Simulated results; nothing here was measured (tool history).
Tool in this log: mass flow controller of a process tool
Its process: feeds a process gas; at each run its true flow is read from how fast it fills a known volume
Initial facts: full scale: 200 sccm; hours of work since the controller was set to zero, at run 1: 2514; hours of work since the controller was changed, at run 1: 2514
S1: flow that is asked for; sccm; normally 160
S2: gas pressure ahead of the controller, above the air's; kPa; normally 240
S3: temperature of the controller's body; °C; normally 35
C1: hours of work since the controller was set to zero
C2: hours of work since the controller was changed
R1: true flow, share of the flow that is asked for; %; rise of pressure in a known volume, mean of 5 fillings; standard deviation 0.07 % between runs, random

| run | hour | S1 | S2 | S3 | C1 | C2 | R1 |
|---|---|---|---|---|---|---|---|
| 1 | 0 | 160 | 240 | 35 | 2514 | 2514 | 101.31 |
| 2 | 162.4 | 23 | 240 | 35 | 2595 | 2595 | 102.44 |
| 3 | 490.3 | 160 | 240 | 35 | 2758 | 2758 | 101.43 |
| 4 | 807.7 | 160 | 240 | 35 | 2916 | 2916 | 101.67 |
|  | 825.7 | controller's zero set anew |
| 5 | 1051.4 | 160 | 185 | 35 | 113 | 3038 | 101.84 |
| 6 | 1389.3 | 160 | 240 | 35 | 281 | 3206 | 102.08 |
| 7 | 1552 | 193 | 240 | 31 | 362 | 3287 | 102.37 |
| 8 | 1721.7 | 23 | 240 | 22 | 447 | 3372 | 106.12 |
| 9 | 2098.5 | 23 | 240 | 22 | 634 | 3559 | 106.36 |
|  | 2160 | controller's zero set anew, once more |
| 10 | 2316.4 | 23 | 240 | 22 | 78 | 3668 | 101.74 |
| 11 | 2676 | 65 | 273 | 37 | 257 | 3847 | 101.29 |
| 12 | 3048.4 | 65 | 273 | 22 | 443 | 4033 | 102.15 |

Predict each of these 5 candidate next runs independently; none follows another, all start after run 12:
| A | 3224.4 | 65 | 241 | 22 | 531 | 4121 | ? |
| B | 3224.4 | 76 | 240 | 33 | 531 | 4121 | ? |
| C | 3224.4 | 65 | 202 | 32 | 531 | 4121 | ? |
| D | 3224.4 | 65 | 208 | 30 | 531 | 4121 | ? |
| E | 3224.4 | 160 | 257 | 35 | 531 | 4121 | ? |

| run | R1 |
|---|---|
| A | 102.25 |
| B | 101.6 |
| C | 101.63 |
| D | 101.63 |
| E | 101.99 |
With no hidden state in the tool, these same runs would have given:
| run | R1 |
|---|---|
| A | 99.45 |
| B | 98.83 |
| C | 98.83 |
| D | 98.83 |
| E | 99.32 |
